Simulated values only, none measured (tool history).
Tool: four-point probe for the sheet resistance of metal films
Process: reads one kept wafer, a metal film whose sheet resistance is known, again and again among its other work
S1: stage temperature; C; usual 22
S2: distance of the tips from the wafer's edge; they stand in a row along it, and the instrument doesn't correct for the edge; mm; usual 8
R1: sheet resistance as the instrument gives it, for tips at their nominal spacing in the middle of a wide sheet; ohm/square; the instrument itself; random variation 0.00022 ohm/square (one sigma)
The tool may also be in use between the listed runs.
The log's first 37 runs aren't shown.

Run 38, hour 446.9: usual settings but S1 21 C, S2 10 mm. Result: R1 1.102882 ohm/square.
Run 39, hour 466.1: usual settings but S1 21 C, S2 10 mm. Result: R1 1.103380 ohm/square.
Run 40, hour 484.3: usual settings but S1 30 C, S2 20 mm. Result: R1 1.103894 ohm/square.
Run 41, hour 492.7: usual settings but S1 30 C, S2 20 mm. Result: R1 1.104091 ohm/square.
Run 42, hour 509.4: usual settings but S1 30 C, S2 20 mm. Result: R1 1.104512 ohm/square.
Run 43, hour 525.5: usual settings but S2 46 mm. Result: R1 1.102261 ohm/square.
Run 44, hour 538.5: usual settings but S1 30 C, S2 35 mm. Result: R1 1.103843 ohm/square.
Run 45, hour 556.9: usual settings but S1 30 C, S2 35 mm. Result: R1 1.103972 ohm/square.
Run 46, hour 571.5: usual settings but S1 23 C, S2 51 mm. Result: R1 1.102126 ohm/square.

3 ways to go on from here, each from the tool as it stands after run 46. What would each give?
Run A, hour 582.1: usual settings but S1 19 C, S2 32 mm. Result: R1 ?.
Run B, hour 582.1: usual settings but S1 23 C, S2 27 mm. Result: R1 ?.
Run C, hour 582.1: usual settings but S1 29 C, S2 51 mm. Result: R1 ?.

run        R1
  A  1.101044
  B  1.102164
  C  1.103318
Without the tool's hidden state the same runs would have given:
run        R1
  A  1.100652
  B  1.101769
  C  1.102918
